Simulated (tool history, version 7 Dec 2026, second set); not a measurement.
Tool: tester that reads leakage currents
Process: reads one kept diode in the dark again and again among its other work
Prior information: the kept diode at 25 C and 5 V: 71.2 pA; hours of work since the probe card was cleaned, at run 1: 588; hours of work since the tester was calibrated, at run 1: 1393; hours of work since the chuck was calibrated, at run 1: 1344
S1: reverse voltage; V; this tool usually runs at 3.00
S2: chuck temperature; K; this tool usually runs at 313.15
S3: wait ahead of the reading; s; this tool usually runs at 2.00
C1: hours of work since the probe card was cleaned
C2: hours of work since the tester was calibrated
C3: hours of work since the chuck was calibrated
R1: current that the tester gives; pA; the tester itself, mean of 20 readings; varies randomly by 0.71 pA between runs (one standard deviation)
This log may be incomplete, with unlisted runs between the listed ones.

{"run": 1, "hour": 0.0, "S1": 3.0, "S2": 313.15, "S3": 2.0, "C1": 588, "C2": 1393, "C3": 1344, "R1": 221.92}
{"run": 2, "hour": 29.0, "S1": 1.45, "S2": 313.15, "S3": 2.0, "C1": 607, "C2": 1411, "C3": 1363, "R1": 169.24}
{"run": 3, "hour": 88.3, "S1": 12.12, "S2": 313.15, "S3": 2.0, "C1": 645, "C2": 1450, "C3": 1401, "R1": 377.8}
{"run": 4, "hour": 141.6, "S1": 12.12, "S2": 313.15, "S3": 2.0, "C1": 679, "C2": 1484, "C3": 1435, "R1": 377.38}
{"run": 5, "hour": 199.1, "S1": 5.0, "S2": 313.15, "S3": 2.0, "C1": 716, "C2": 1521, "C3": 1473, "R1": 269.51}
{"run": 6, "hour": 248.9, "S1": 3.0, "S2": 294.15, "S3": 2.0, "C1": 749, "C2": 1553, "C3": 1505, "R1": 38.74}
{"run": 7, "hour": 297.5, "S1": 3.0, "S2": 294.15, "S3": 2.0, "C1": 780, "C2": 1585, "C3": 1536, "R1": 38.69}
{"run": 8, "hour": 328.8, "S1": 3.0, "S2": 294.15, "S3": 2.0, "C1": 800, "C2": 1605, "C3": 1556, "R1": 38.54}
{"run": 9, "hour": 355.0, "S1": 3.0, "S2": 294.15, "S3": 2.0, "C1": 817, "C2": 1622, "C3": 1573, "R1": 38.8}
{"run": 10, "hour": 387.3, "S1": 3.0, "S2": 313.15, "S3": 2.53, "C1": 838, "C2": 1643, "C3": 1594, "R1": 219.92}
{"run": 11, "hour": 442.6, "S1": 3.0, "S2": 313.15, "S3": 2.53, "C1": 874, "C2": 1678, "C3": 1630, "R1": 220.93}
{"run": 12, "hour": 502.4, "S1": 1.23, "S2": 313.15, "S3": 2.0, "C1": 912, "C2": 1717, "C3": 1668, "R1": 155.77}
{"run": 13, "hour": 556.1, "S1": 1.23, "S2": 313.15, "S3": 2.0, "C1": 947, "C2": 1751, "C3": 1703, "R1": 157.14}
{"run": 14, "hour": 603.9, "S1": 1.23, "S2": 313.15, "S3": 2.0, "C1": 978, "C2": 1782, "C3": 1734, "R1": 155.34}
{"run": 15, "hour": 631.7, "S1": 1.23, "S2": 313.15, "S3": 2.0, "C1": 996, "C2": 1800, "C3": 1752, "R1": 156.67}
{"run": 16, "hour": 684.4, "S1": 9.57, "S2": 310.15, "S3": 2.31, "C1": 1030, "C2": 1834, "C3": 1786, "R1": 263.09}
{"run": 17, "hour": 734.5, "S1": 4.62, "S2": 323.15, "S3": 6.76, "C1": 1062, "C2": 1867, "C3": 1818, "R1": 596.56}
{"run": 18, "hour": 763.6, "S1": 3.67, "S2": 311.15, "S3": 0.3, "C1": 1081, "C2": 1885, "C3": 1837, "R1": 202.05}
{"run": 19, "hour": 795.6, "S1": 2.88, "S2": 312.15, "S3": 0.3, "C1": 1101, "C2": 1906, "C3": 1857, "R1": 199.66}
{"run": 20, "hour": 827.0, "S1": 2.88, "S2": 304.15, "S3": 0.3, "C1": 1122, "C2": 1926, "C3": 1878, "R1": 99.22}
{"run": 21, "hour": 882.7, "S1": 2.88, "S2": 304.15, "S3": 0.3, "C1": 1157, "C2": 1962, "C3": 1914, "R1": 98.98}
{"run": 22, "hour": 942.9, "S1": 2.88, "S2": 304.15, "S3": 0.3, "C1": 1196, "C2": 2001, "C3": 1953, "R1": 98.96}
{"hour": 964.9, "done": "chuck's temperature calibrated"}
{"run": 23, "hour": 977.3, "S1": 2.88, "S2": 308.15, "S3": 0.3, "C1": 1217, "C2": 2022, "C3": 8, "R1": 155.63}
{"run": 24, "hour": 1022.2, "S1": 19.16, "S2": 313.15, "S3": 0.45, "C1": 1246, "C2": 2051, "C3": 37, "R1": 506.9}
{"run": 25, "hour": 1058.8, "S1": 1.54, "S2": 313.15, "S3": 1.11, "C1": 1270, "C2": 2075, "C3": 61, "R1": 186.86}
{"run": 26, "hour": 1101.9, "S1": 1.54, "S2": 313.15, "S3": 1.11, "C1": 1298, "C2": 2102, "C3": 88, "R1": 187.06}
{"run": 27, "hour": 1147.6, "S1": 3.0, "S2": 305.15, "S3": 2.0, "C1": 1327, "C2": 2132, "C3": 118, "R1": 117.82}

3 ways to go on from here, each from the tool as it stands after run 27. What would each give?
{"run": "A", "hour": 1180.9, "S1": 6.9, "S2": 317.15, "S3": 0.92, "C1": 1349, "C2": 2153, "C3": 139, "R1": "?"}
{"run": "B", "hour": 1180.9, "S1": 2.14, "S2": 319.15, "S3": 2.0, "C1": 1349, "C2": 2153, "C3": 139, "R1": "?"}
{"run": "C", "hour": 1180.9, "S1": 3.0, "S2": 314.15, "S3": 2.0, "C1": 1349, "C2": 2153, "C3": 139, "R1": "?"}

run=A R1=463.50
run=B R1=352.03
run=C R1=260.33
The same runs, with their run-to-run variation unchanged, on a tool lacking any hidden condition would have given:
run=A R1=456.56
run=B R1=349.68
run=C R1=257.26
